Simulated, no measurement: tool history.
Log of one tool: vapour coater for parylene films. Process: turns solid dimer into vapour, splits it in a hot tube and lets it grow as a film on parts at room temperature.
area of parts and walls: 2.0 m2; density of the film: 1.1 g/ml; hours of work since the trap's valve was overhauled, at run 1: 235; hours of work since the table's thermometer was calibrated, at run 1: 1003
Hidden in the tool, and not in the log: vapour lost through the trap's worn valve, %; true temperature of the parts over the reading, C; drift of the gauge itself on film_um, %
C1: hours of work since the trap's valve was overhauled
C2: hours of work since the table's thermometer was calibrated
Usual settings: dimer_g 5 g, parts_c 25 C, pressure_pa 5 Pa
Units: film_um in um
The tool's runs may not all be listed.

{"run": 1, "hour": 0.0, "dimer_g": 5, "parts_c": 25, "pressure_pa": 5, "C1": 235, "C2": 1003, "film_um": 1.331}
{"run": 2, "hour": 36.2, "dimer_g": 5, "parts_c": 25, "pressure_pa": 5, "C1": 266, "C2": 1034, "film_um": 1.315}
{"run": 3, "hour": 69.8, "dimer_g": 5, "parts_c": 25, "pressure_pa": 5, "C1": 294, "C2": 1062, "film_um": 1.305}
{"hour": 88.4, "done": "trap's valve overhauled"}
{"run": 4, "hour": 110.0, "dimer_g": 5, "parts_c": 25, "pressure_pa": 7.83, "C1": 18, "C2": 1092, "film_um": 1.357}
{"run": 5, "hour": 142.4, "dimer_g": 5, "parts_c": 26, "pressure_pa": 5, "C1": 45, "C2": 1120, "film_um": 1.37}
{"run": 6, "hour": 167.1, "dimer_g": 5, "parts_c": 26, "pressure_pa": 5, "C1": 66, "C2": 1141, "film_um": 1.365}
{"run": 7, "hour": 186.1, "dimer_g": 5, "parts_c": 26, "pressure_pa": 5, "C1": 82, "C2": 1157, "film_um": 1.353}
{"run": 8, "hour": 209.6, "dimer_g": 5, "parts_c": 25, "pressure_pa": 5.83, "C1": 102, "C2": 1176, "film_um": 1.358}
{"run": 9, "hour": 226.1, "dimer_g": 5, "parts_c": 25, "pressure_pa": 5.83, "C1": 116, "C2": 1190, "film_um": 1.354}
{"run": 10, "hour": 250.5, "dimer_g": 5, "parts_c": 25, "pressure_pa": 5.83, "C1": 137, "C2": 1211, "film_um": 1.34}
{"run": 11, "hour": 286.4, "dimer_g": 3, "parts_c": 35, "pressure_pa": 4.72, "C1": 167, "C2": 1241, "film_um": 0.665}
{"run": 12, "hour": 315.0, "dimer_g": 4, "parts_c": 25, "pressure_pa": 3.41, "C1": 191, "C2": 1265, "film_um": 1.108}
{"run": 13, "hour": 345.0, "dimer_g": 5, "parts_c": 22, "pressure_pa": 11.61, "C1": 216, "C2": 1290, "film_um": 1.34}
{"run": 14, "hour": 371.0, "dimer_g": 5, "parts_c": 22, "pressure_pa": 11.61, "C1": 238, "C2": 1312, "film_um": 1.338}
{"run": 15, "hour": 396.1, "dimer_g": 5, "parts_c": 25, "pressure_pa": 6.52, "C1": 259, "C2": 1333, "film_um": 1.294}
{"run": 16, "hour": 425.2, "dimer_g": 3, "parts_c": 17, "pressure_pa": 2.72, "C1": 284, "C2": 1358, "film_um": 0.971}
{"hour": 457.1, "done": "trap's valve overhauled"}
{"run": 17, "hour": 463.5, "dimer_g": 5, "parts_c": 28, "pressure_pa": 2.02, "C1": 5, "C2": 1387, "film_um": 1.405}

4 ways to go on from here, each from the tool as it stands after run 17. What would each give?
{"run": "A", "hour": 497.9, "dimer_g": 5, "parts_c": 36, "pressure_pa": 5, "C1": 34, "C2": 1416, "film_um": "?"}
{"run": "B", "hour": 497.9, "dimer_g": 3, "parts_c": 30, "pressure_pa": 5, "C1": 34, "C2": 1416, "film_um": "?"}
{"run": "C", "hour": 497.9, "dimer_g": 5, "parts_c": 28, "pressure_pa": 2.72, "C1": 34, "C2": 1416, "film_um": "?"}
{"run": "D", "hour": 497.9, "dimer_g": 8, "parts_c": 23, "pressure_pa": 6.45, "C1": 34, "C2": 1416, "film_um": "?"}

run=A film_um=1.116
run=B film_um=0.763
run=C film_um=1.372
run=D film_um=2.295
Without the tool's hidden state the same runs would have given:
run=A film_um=1.11
run=B film_um=0.759
run=C film_um=1.365
run=D film_um=2.284
